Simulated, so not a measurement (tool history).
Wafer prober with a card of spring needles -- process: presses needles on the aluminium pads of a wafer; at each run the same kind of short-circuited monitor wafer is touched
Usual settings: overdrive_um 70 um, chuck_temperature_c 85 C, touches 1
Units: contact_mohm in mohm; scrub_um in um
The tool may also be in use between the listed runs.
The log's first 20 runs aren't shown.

run,hour,overdrive_um,chuck_temperature_c,touches,contact_mohm,scrub_um
# hour 174.7: tips cleaned on abrasive film
21,178.6,54,102,1,150,6.58
22,187.1,51,85,1,160,6.16
23,193.1,74,62,1,148,9.07
# hour 200.4: tips cleaned on abrasive film
24,204.9,74,62,1,144,9.02
25,215,59,84,2,151,7.2
# hour 225.6: tips cleaned on abrasive film
26,227.8,66,84,2,147,8.06
27,235.4,76,110,3,148,9.26
28,242.4,75,85,1,151,9.17
# hour 250.5: tips cleaned on abrasive film
29,254,60,29,2,136,7.31
30,264.7,60,29,2,141,7.33
31,271.3,83,28,3,134,10.16
# hour 275.3: tips cleaned on abrasive film
32,284.4,74,59,3,138,9.11
33,292.5,52,25,1,151,6.32
# hour 300.1: tips cleaned on abrasive film
34,303.7,52,25,1,142,6.36

Alternative continuations, all from the tool just after run 34; predict every row:
A,310.7,52,85,2,?,?
B,310.7,61,85,1,?,?
C,310.7,61,51,1,?,?
D,310.7,52,86,1,?,?

run,contact_mohm,scrub_um
A,152,6.31
B,155,7.38
C,149,7.41
D,155,6.33
Take away the tool's hidden state, keep each run's random variation, and the runs would have read:
run,contact_mohm,scrub_um
A,145,6.43
B,147,7.51
C,140,7.54
D,144,6.45
